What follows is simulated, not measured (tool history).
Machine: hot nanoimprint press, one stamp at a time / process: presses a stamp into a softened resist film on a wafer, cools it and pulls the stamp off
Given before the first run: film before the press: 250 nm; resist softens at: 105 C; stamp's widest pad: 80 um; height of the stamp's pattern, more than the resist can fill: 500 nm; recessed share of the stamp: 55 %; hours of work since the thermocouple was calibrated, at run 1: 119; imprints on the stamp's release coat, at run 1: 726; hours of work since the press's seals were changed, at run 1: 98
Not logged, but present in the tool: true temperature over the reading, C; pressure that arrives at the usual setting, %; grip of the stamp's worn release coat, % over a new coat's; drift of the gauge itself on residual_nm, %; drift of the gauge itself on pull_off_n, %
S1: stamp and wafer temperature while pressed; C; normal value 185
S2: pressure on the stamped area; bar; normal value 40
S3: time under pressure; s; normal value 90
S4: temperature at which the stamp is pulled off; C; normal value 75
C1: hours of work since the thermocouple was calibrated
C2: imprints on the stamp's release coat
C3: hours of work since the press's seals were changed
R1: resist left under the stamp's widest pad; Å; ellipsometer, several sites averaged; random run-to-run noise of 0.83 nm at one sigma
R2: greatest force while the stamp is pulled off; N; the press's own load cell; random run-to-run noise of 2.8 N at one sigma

run   hour   S1  S2  S3  S4   C1    C2   C3    R1   R2
  1      0  185  40  90  75  119   726   98  1121  157
  2   20.1  185  40  90  75  131   816  110  1119  160
  3   32.8  185  40  72  75  139   873  118  1221  154
  4   56.5  185  40  56  75  154   980  133  1323  164
  5   71.4  185  40  90  75  163  1047  142  1131  171
  6   95.5  183  40  90  75  177  1155  156  1185  172
  7  110.7  178  40  90  75  187  1223  165  1340  175
  8    138  178  40  90  75  203  1346  182  1345  179
  9  162.1  178  40  90  75  218  1454  197  1351  188
 10  179.9  178  40  90  75  229  1534  208  1369  186
     184.4  -- plate thermocouple calibrated
 11  203.2  178  40  90  75   11  1626  220  1364  190
 12  218.9  178  40  66  75   21  1696  229  1489  193

What will run 13 give?
 13  244.3  180  46.3  75  66  36  1810  245   ?   ?

R1: 1277 Å
R2: 235 N
If the tool had no hidden condition, the same run with the same run-to-run variation would have returned R1 1244 Å, R2 153 N.

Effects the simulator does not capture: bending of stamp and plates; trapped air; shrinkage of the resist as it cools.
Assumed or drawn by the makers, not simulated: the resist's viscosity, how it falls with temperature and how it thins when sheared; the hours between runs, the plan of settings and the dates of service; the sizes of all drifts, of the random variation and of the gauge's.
